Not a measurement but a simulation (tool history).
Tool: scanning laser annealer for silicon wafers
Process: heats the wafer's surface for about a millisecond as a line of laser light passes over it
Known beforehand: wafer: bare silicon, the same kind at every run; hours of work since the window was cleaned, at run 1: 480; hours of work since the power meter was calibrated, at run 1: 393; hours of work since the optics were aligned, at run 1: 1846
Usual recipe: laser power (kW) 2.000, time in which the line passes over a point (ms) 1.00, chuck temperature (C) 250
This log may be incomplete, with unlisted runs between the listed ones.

run,hour,laser power (kW),time in which the line passes over a point (ms),chuck temperature (C),hours of work since the window was cleaned,hours of work since the power meter was calibrated,hours of work since the optics were aligned,highest temperature of the surface (C)
1,0.0,2.000,1.00,250,480,393,1846,983
# hour 14.2: window over the wafer cleaned
2,22.0,2.000,1.00,250,5,407,1859,1023
3,47.4,1.943,1.00,250,22,423,1876,999
4,73.2,1.943,1.00,250,39,440,1893,996
5,86.6,1.943,1.00,250,48,449,1901,994
6,110.7,1.943,1.00,250,64,465,1917,994
7,133.3,2.000,1.00,250,78,480,1932,1018
8,155.9,2.000,1.00,250,93,495,1947,1016
9,174.3,2.000,1.00,250,106,507,1959,1013
10,189.7,2.000,1.00,250,116,517,1969,1014
11,217.0,2.000,1.09,250,134,535,1987,1048
12,235.3,2.000,1.09,250,146,547,1999,1040
# hour 243.3: optics aligned, line set to its width
13,255.0,2.000,0.73,250,155,557,8,924
14,279.0,2.000,0.73,250,171,573,24,920
# hour 284.0: laser's power meter calibrated
15,296.4,2.000,0.71,250,181,8,33,914
16,326.1,1.906,0.99,283,200,28,53,1013
17,354.1,2.175,1.00,269,219,46,71,1119
18,381.6,1.752,0.85,269,237,64,89,879
19,396.5,1.752,0.85,269,247,74,99,882

Estimate the outcome of run 20 from the log above:
20,415.7,2.000,1.21,250,259,87,112,?

{"run 20": {"highest temperature of the surface (C)": 1085}}
Were there no unlogged condition in the tool, this run, its random variation unchanged, would have produced highest temperature of the surface (C) 1113.
